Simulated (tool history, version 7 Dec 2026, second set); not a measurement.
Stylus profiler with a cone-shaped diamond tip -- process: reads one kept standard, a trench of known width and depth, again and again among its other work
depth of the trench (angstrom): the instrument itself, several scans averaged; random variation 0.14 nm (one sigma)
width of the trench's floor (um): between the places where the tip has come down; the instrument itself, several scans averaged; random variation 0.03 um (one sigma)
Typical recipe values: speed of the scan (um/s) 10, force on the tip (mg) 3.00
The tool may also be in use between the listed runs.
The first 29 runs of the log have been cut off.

run	hour	speed of the scan (um/s)	force on the tip (mg)	depth of the trench (angstrom)	width of the trench's floor (um)
30	905.0	3	2.82	5074.2	46.32
31	942.9	2	7.47	5145.4	46.35
32	965.5	2	7.47	5145.6	46.35
33	991.8	6	2.35	5064.4	46.34
34	1016.6	6	2.35	5065.8	46.31
35	1035.9	14	4.23	5096.5	46.24
36	1076.3	11	1.53	5047.9	46.24
37	1111.5	11	1.53	5045.2	46.18
38	1144.7	11	1.53	5044.8	46.18
39	1187.5	3	1.17	5036.6	46.28
40	1209.1	4	1.84	5052.4	46.21
41	1241.3	8	1.32	5040.0	46.17
42	1276.1	8	1.32	5037.0	46.15
43	1311.7	8	1.32	5040.8	46.19
44	1341.2	8	1.32	5037.5	46.19

Below are 3 alternative next runs, each starting from the tool's condition after run 44. Predict each:
A	1385.3	10	1.05	?	?
B	1385.3	10	1.76	?	?
C	1385.3	2	5.23	?	?

run	depth of the trench (angstrom)	width of the trench's floor (um)
A	5031.7	46.10
B	5049.2	46.10
C	5109.7	46.21
Stripped of hidden state, with their random variation kept, the same runs would have yielded:
run	depth of the trench (angstrom)	width of the trench's floor (um)
A	5040.7	47.26
B	5058.1	47.25
C	5118.7	47.36
